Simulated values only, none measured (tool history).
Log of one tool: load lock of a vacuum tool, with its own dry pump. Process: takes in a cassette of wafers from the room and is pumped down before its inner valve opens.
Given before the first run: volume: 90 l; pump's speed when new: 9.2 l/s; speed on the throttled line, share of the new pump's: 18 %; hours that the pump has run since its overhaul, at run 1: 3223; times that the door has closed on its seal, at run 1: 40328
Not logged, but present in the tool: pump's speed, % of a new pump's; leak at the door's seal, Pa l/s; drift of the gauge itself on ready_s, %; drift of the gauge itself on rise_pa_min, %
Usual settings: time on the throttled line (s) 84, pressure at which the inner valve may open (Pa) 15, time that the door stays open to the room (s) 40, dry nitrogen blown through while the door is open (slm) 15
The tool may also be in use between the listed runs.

run     day  time on the throttled line (s)  pressure at which the inner valve may open (Pa)  time that the door stays open to the room (s)  dry nitrogen blown through while the door is open (slm)  hours that the pump has run since its overhaul  times that the door has closed on its seal  incoming humidity of the room's air, %  time from the closed door until the inner valve may open (s)  rise of the pressure with all valves shut (Pa/min)
  1   0.000                              84                                               15                                             40                                                       15                                            3223                                       40328                                    47.1                                                         156.6                                               0.493
  2   4.133                              84                                               15                                             40                                                       15                                            3323                                       40758                                    45.4                                                         156.5                                               0.480
  3  11.704                              84                                               15                                             40                                                       15                                            3504                                       41548                                    43.8                                                         156.5                                               0.501
  4  18.662                              84                                               15                                             40                                                       31                                            3671                                       42273                                    48.9                                                         157.6                                               0.516
  5  23.650                              84                                               15                                             40                                                       15                                            3791                                       42793                                    48.3                                                         157.1                                               0.522
  6  32.404                             109                                               15                                             63                                                       15                                            4001                                       43705                                    43.3                                                         178.7                                               0.556
  7  36.775                             109                                               15                                            190                                                       40                                            4106                                       44161                                    46.6                                                         176.8                                               0.565
  8  42.158                             109                                               15                                            190                                                       40                                            4235                                       44722                                    45.7                                                         178.6                                               0.578
  9  50.175                             109                                               14                                            190                                                       40                                            4428                                       45558                                    45.2                                                         178.3                                               0.605
 10  54.667                              84                                               15                                            234                                                       15                                            4536                                       46026                                    42.7                                                         157.4                                               0.641

Some steps in time from the closed door until the inner valve may open (s), run to run, broken into two amounts with sign: the step expected even without the hidden condition (settings, incoming material, random variation), and the rest, left for the hidden condition together with whatever gauge scatter is not in both the measured and the hidden-condition-free result:
Run 5 -> 6: time on the throttled line (s) 84 -> 109, time that the door stays open to the room (s) 40 -> 63. time from the closed door until the inner valve may open (s) +21.6: hidden state +0.2, all else +21.4.
